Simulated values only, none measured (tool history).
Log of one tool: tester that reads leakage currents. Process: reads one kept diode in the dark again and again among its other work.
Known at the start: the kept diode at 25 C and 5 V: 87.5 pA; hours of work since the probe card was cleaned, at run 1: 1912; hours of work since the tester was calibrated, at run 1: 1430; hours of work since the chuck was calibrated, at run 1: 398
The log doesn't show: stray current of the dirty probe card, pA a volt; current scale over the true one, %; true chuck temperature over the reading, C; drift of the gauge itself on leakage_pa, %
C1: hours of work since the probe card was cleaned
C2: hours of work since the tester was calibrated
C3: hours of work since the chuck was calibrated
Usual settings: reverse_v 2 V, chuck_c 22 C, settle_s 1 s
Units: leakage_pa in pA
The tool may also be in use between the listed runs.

run 1 hour=0 | reverse_v=2 chuck_c=22 settle_s=1 | C1=1912 C2=1430 C3=398 | leakage_pa=42.09
run 2 hour=50.6 | reverse_v=2 chuck_c=27 settle_s=1 | C1=1942 C2=1460 C3=428 | leakage_pa=65.99
run 3 hour=93.2 | reverse_v=2 chuck_c=22 settle_s=1 | C1=1967 C2=1485 C3=454 | leakage_pa=42.14
run 4 hour=146.9 | reverse_v=2 chuck_c=22 settle_s=1 | C1=1999 C2=1517 C3=485 | leakage_pa=42.21
-- hour=151.5 chuck's temperature calibrated
run 5 hour=209.6 | reverse_v=2 chuck_c=22 settle_s=1 | C1=2035 C2=1553 C3=34 | leakage_pa=42.26
run 6 hour=238.3 | reverse_v=2 chuck_c=50 settle_s=1 | C1=2052 C2=1570 C3=51 | leakage_pa=482.98
run 7 hour=291.9 | reverse_v=4.93 chuck_c=58 settle_s=1.69 | C1=2084 C2=1602 C3=83 | leakage_pa=1536.35
run 8 hour=337.4 | reverse_v=4.93 chuck_c=58 settle_s=1.69 | C1=2111 C2=1628 C3=110 | leakage_pa=1528.61
run 9 hour=377.7 | reverse_v=5.32 chuck_c=43 settle_s=0.35 | C1=2134 C2=1652 C3=134 | leakage_pa=477.57
run 10 hour=438.7 | reverse_v=2.94 chuck_c=30 settle_s=1.23 | C1=2170 C2=1688 C3=170 | leakage_pa=108.17
-- hour=498 chuck's temperature calibrated, once more
run 11 hour=498 | reverse_v=2.94 chuck_c=30 settle_s=6.82 | C1=2204 C2=1722 C3=0 | leakage_pa=110.94
run 12 hour=557.5 | reverse_v=2.94 chuck_c=30 settle_s=6.82 | C1=2240 C2=1757 C3=35 | leakage_pa=110.13

Forecast each of these 5 alternatives for the next run:
run A hour=618.4 | reverse_v=7.34 chuck_c=22 settle_s=4.28 | C1=2276 C2=1793 C3=71 | leakage_pa=?
run B hour=618.4 | reverse_v=13.64 chuck_c=22 settle_s=6.82 | C1=2276 C2=1793 C3=71 | leakage_pa=?
run C hour=618.4 | reverse_v=15.44 chuck_c=43 settle_s=1.48 | C1=2276 C2=1793 C3=71 | leakage_pa=?
run D hour=618.4 | reverse_v=2.94 chuck_c=21 settle_s=0.72 | C1=2276 C2=1793 C3=71 | leakage_pa=?
run E hour=618.4 | reverse_v=1.04 chuck_c=22 settle_s=3.4 | C1=2276 C2=1793 C3=71 | leakage_pa=?

run=A leakage_pa=95.72
run=B leakage_pa=141.07
run=C leakage_pa=898.94
run=D leakage_pa=50.68
run=E leakage_pa=28.94
Without the tool's hidden state the same runs would have given:
run=A leakage_pa=82.05
run=B leakage_pa=116.27
run=C leakage_pa=861.06
run=D leakage_pa=45.04
run=E leakage_pa=26.8

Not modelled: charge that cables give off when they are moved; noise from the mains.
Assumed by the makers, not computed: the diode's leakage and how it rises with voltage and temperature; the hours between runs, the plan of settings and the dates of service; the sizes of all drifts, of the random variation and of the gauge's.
